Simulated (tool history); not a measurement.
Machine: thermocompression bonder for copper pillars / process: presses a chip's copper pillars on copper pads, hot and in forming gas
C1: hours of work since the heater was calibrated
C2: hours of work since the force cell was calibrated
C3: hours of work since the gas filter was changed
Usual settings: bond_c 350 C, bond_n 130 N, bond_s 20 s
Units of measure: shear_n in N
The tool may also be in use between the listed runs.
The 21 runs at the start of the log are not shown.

Run 22, day 14.308: usual settings but bond_c 341 C, bond_n 91 N, bond_s 12 s; C1 223; C2 417; C3 107. Result: shear_n 35.7 N.
Run 23, day 14.971: usual settings but bond_c 341 C, bond_n 91 N, bond_s 12 s; C1 230; C2 424; C3 114. Result: shear_n 36.9 N.
At day 15.112: forming gas filter changed.
Run 24, day 15.867: usual settings but bond_c 367 C, bond_n 116 N, bond_s 12 s; C1 238; C2 433; C3 8. Result: shear_n 62.9 N.
Run 25, day 16.733: usual settings but bond_c 357 C, bond_n 89 N, bond_s 13 s; C1 247; C2 441; C3 16. Result: shear_n 45.5 N.
Run 26, day 17.317: usual settings but bond_c 357 C, bond_n 89 N, bond_s 13 s; C1 253; C2 447; C3 22. Result: shear_n 44.3 N.
Run 27, day 17.792: usual settings but bond_c 357 C, bond_n 89 N, bond_s 13 s; C1 258; C2 452; C3 27. Result: shear_n 43.2 N.
Run 28, day 18.196: usual settings but bond_c 357 C, bond_n 89 N, bond_s 13 s; C1 262; C2 456; C3 31. Result: shear_n 45.8 N.
Run 29, day 19.017: usual settings but bond_c 342 C, bond_n 138 N, bond_s 13 s; C1 270; C2 465; C3 39. Result: shear_n 63 N.
Run 30, day 19.838: usual settings but bond_c 342 C, bond_n 85 N, bond_s 13 s; C1 279; C2 473; C3 48. Result: shear_n 36.5 N.
Run 31, day 20.717: usual settings but bond_c 376 C, bond_n 79 N, bond_s 11 s; C1 287; C2 482; C3 57. Result: shear_n 41.5 N.
Run 32, day 21.083: usual settings but bond_c 331 C, bond_n 116 N, bond_s 12 s; C1 291; C2 485; C3 60. Result: shear_n 44.9 N.
Run 33, day 21.933: usual settings but bond_c 331 C, bond_n 116 N, bond_s 12 s; C1 300; C2 494; C3 69. Result: shear_n 45.5 N.
Run 34, day 22.696: usual settings but bond_c 358 C, bond_n 114 N; C1 308; C2 502; C3 77. Result: shear_n 66.1 N.
Run 35, day 23.154: usual settings but bond_c 328 C, bond_n 153 N; C1 312; C2 506; C3 81. Result: shear_n 70.8 N.
Run 36, day 24.025: usual settings but bond_c 328 C, bond_n 153 N; C1 321; C2 515; C3 90. Result: shear_n 68.7 N.
Run 37, day 24.679: usual settings but bond_c 322 C, bond_n 135 N, bond_s 19 s; C1 328; C2 522; C3 97. Result: shear_n 58.5 N.
Run 38, day 25.321: usual settings but bond_c 322 C, bond_n 135 N, bond_s 10 s; C1 334; C2 528; C3 103. Result: shear_n 45.5 N.
Run 39, day 26.096: usual settings but bond_c 322 C, bond_n 135 N, bond_s 10 s; C1 342; C2 536; C3 111. Result: shear_n 45.3 N.
At day 26.517: forming gas filter changed.
Run 40, day 26.6: usual settings but bond_c 322 C, bond_n 103 N, bond_s 33 s; C1 347; C2 541; C3 1. Result: shear_n 58.9 N.

Forecast each of these 3 alternatives for the next run:
Run A, day 27.162: usual settings but bond_s 43 s; C1 353; C2 547; C3 7. Result: shear_n ?.
Run B, day 27.162: usual settings but bond_c 322 C, bond_n 103 N, bond_s 11 s; C1 353; C2 547; C3 7. Result: shear_n ?.
Run C, day 27.162: usual settings but bond_c 322 C, bond_n 188 N, bond_s 38 s; C1 353; C2 547; C3 7. Result: shear_n ?.

run  shear_n
  A     94.1
  B     36.5
  C     99.9
Take away the tool's hidden state, keep each run's random variation, and the runs would have read:
run  shear_n
  A     94.2
  B     36.5
  C    100.2
